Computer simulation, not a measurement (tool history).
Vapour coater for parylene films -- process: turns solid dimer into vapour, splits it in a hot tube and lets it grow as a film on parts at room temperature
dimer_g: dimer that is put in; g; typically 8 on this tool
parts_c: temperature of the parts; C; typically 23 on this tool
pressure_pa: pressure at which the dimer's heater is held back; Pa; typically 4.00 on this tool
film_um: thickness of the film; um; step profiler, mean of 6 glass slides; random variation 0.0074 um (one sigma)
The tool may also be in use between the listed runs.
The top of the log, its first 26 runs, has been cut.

run 27 day=35.083 | dimer_g=5 parts_c=28 pressure_pa=4.95 | film_um=0.610
run 28 day=36.983 | dimer_g=4 parts_c=20 pressure_pa=5.03 | film_um=0.561
run 29 day=38.875 | dimer_g=4 parts_c=20 pressure_pa=3.48 | film_um=0.583
-- day=39.379 table's thermometer calibrated, once more
run 30 day=40.679 | dimer_g=7 parts_c=18 pressure_pa=4.67 | film_um=0.992
-- day=42.317 trap's valve overhauled
run 31 day=42.317 | dimer_g=8 parts_c=23 pressure_pa=3.25 | film_um=1.167
run 32 day=43.208 | dimer_g=8 parts_c=23 pressure_pa=3.25 | film_um=1.181
run 33 day=45.250 | dimer_g=9 parts_c=25 pressure_pa=3.94 | film_um=1.263
run 34 day=47.033 | dimer_g=9 parts_c=24 pressure_pa=3.94 | film_um=1.279
run 35 day=48.833 | dimer_g=4 parts_c=32 pressure_pa=6.68 | film_um=0.465
run 36 day=50.917 | dimer_g=4 parts_c=32 pressure_pa=6.68 | film_um=0.482
run 37 day=52.929 | dimer_g=14 parts_c=23 pressure_pa=11.04 | film_um=1.865

What will run 38 give?
run 38 day=54.479 | dimer_g=8 parts_c=26 pressure_pa=4.00 | film_um=?

{"run 38": {"film_um": 1.068}}
If the tool had no hidden condition, the same run with the same run-to-run variation would have returned film_um 1.113 um.
